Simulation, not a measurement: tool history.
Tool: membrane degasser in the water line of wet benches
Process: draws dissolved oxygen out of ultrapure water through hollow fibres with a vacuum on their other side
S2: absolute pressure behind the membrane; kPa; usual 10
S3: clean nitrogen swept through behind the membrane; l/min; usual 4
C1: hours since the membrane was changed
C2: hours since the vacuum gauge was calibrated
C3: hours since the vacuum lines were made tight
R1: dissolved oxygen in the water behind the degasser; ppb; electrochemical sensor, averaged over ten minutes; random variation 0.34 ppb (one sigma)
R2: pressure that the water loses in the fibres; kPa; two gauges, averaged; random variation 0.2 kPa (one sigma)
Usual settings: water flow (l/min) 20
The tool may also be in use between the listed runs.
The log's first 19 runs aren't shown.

run 20 day=56.138 | water_flow_(l/min)=16 S2=13.5 S3=6.03 | C1=3889 C2=5741 C3=10124 | R1=71.8 R2=52.31
run 21 day=58.779 | water_flow_(l/min)=16 S2=13.5 S3=6.03 | C1=3952 C2=5805 C3=10187 | R1=72.3 R2=52.1
run 22 day=60.9 | water_flow_(l/min)=20 S2=10 S3=2.08 | C1=4003 C2=5856 C3=10238 | R1=163.7 R2=65.31
run 23 day=62.846 | water_flow_(l/min)=20 S2=10 S3=2.08 | C1=4050 C2=5902 C3=10285 | R1=164.3 R2=65.46
run 24 day=65.079 | water_flow_(l/min)=29 S2=10 S3=2.08 | C1=4103 C2=5956 C3=10338 | R1=232.6 R2=94.54
-- day=66.238 vacuum gauge calibrated
run 25 day=69.425 | water_flow_(l/min)=22 S2=10 S3=5.17 | C1=4207 C2=76 C3=10442 | R1=75.3 R2=71.62
run 26 day=73.508 | water_flow_(l/min)=20 S2=10 S3=2.85 | C1=4305 C2=174 C3=10540 | R1=118.8 R2=65.23
run 27 day=76.121 | water_flow_(l/min)=15 S2=10 S3=1.93 | C1=4368 C2=237 C3=10603 | R1=129 R2=48.92
run 28 day=79.229 | water_flow_(l/min)=31 S2=10 S3=8.1 | C1=4443 C2=312 C3=10677 | R1=74.2 R2=100.58
run 29 day=81.421 | water_flow_(l/min)=31 S2=10 S3=8.1 | C1=4495 C2=364 C3=10730 | R1=74.4 R2=101.44
run 30 day=83.312 | water_flow_(l/min)=31 S2=10 S3=8.1 | C1=4540 C2=410 C3=10775 | R1=74.3 R2=100.7
run 31 day=86.108 | water_flow_(l/min)=31 S2=10 S3=8.1 | C1=4608 C2=477 C3=10842 | R1=74.6 R2=100.91
run 32 day=90.533 | water_flow_(l/min)=31 S2=10 S3=8.1 | C1=4714 C2=583 C3=10949 | R1=73.8 R2=100.65

4 ways to go on from here, each from the tool as it stands after run 32. What would each give?
run A day=94.433 | water_flow_(l/min)=27 S2=10 S3=8.1 | C1=4807 C2=677 C3=11042 | R1=? R2=?
run B day=94.433 | water_flow_(l/min)=12 S2=10 S3=4 | C1=4807 C2=677 C3=11042 | R1=? R2=?
run C day=94.433 | water_flow_(l/min)=31 S2=12 S3=8.1 | C1=4807 C2=677 C3=11042 | R1=? R2=?
run D day=94.433 | water_flow_(l/min)=20 S2=13 S3=4 | C1=4807 C2=677 C3=11042 | R1=? R2=?

run=A R1=63.2 R2=87.71
run=B R1=52.8 R2=39.24
run=C R1=92.6 R2=101.15
run=D R1=123.3 R2=65.42
Without the tool's hidden state the same runs would have given:
run=A R1=61.5 R2=86.68
run=B R1=51.1 R2=38.79
run=C R1=90.5 R2=99.97
run=D R1=120.7 R2=64.65
